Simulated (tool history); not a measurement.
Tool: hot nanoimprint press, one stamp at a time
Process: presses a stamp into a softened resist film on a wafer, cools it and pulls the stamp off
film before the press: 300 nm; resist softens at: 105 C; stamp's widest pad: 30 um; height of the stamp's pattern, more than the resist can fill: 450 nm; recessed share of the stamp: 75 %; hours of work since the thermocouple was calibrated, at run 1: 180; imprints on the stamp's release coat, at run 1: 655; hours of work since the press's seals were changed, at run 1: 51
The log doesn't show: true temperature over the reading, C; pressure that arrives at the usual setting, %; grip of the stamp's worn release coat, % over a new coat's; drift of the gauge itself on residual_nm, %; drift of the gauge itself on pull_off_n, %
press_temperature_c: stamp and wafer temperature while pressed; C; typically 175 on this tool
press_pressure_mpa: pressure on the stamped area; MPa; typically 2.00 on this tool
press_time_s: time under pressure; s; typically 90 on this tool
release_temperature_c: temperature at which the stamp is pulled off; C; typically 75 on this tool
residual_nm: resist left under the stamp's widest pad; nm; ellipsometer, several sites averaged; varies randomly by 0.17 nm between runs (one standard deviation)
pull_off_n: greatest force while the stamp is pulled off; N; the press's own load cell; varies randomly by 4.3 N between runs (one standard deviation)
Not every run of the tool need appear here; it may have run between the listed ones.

run,day,press_temperature_c,press_pressure_mpa,press_time_s,release_temperature_c,hours of work since the thermocouple was calibrated,imprints on the stamp's release coat,hours of work since the press's seals were changed,residual_nm,pull_off_n
1,0.000,175,2.00,90,75,180,655,51,107.8,217
2,0.842,175,2.00,146,75,196,755,67,89.3,211
3,1.754,175,2.00,146,75,213,863,84,89.2,219
# day 2.096: stamp cleaned and given a new release coat
4,2.950,175,2.00,146,75,231,102,102,89.5,215
5,3.800,175,2.00,90,75,247,203,118,108.1,212
6,4.712,175,2.00,90,75,264,312,135,108.3,213
7,5.467,183,2.00,90,75,278,402,149,86.8,208
8,6.100,175,2.00,90,75,290,477,161,108.2,210
9,7.129,175,2.00,90,75,309,600,180,108.6,217
10,8.029,175,2.00,90,75,326,707,197,108.5,217
11,8.912,175,2.00,90,75,342,812,214,108.9,210
# day 9.667: stamp cleaned and given a new release coat
12,10.025,175,2.44,90,75,359,43,230,97.6,215
13,10.646,175,2.17,90,78,370,116,241,104.2,207
14,11.475,175,2.50,141,75,386,215,257,80.7,215

Predict the results of run 15:
15,12.121,175,1.29,49,75,398,292,269,?,?

residual_nm: 167.8 nm
pull_off_n: 217 N
If the tool had no hidden condition, the same run with the same run-to-run variation would have returned residual_nm 166.0 nm, pull_off_n 216 N.

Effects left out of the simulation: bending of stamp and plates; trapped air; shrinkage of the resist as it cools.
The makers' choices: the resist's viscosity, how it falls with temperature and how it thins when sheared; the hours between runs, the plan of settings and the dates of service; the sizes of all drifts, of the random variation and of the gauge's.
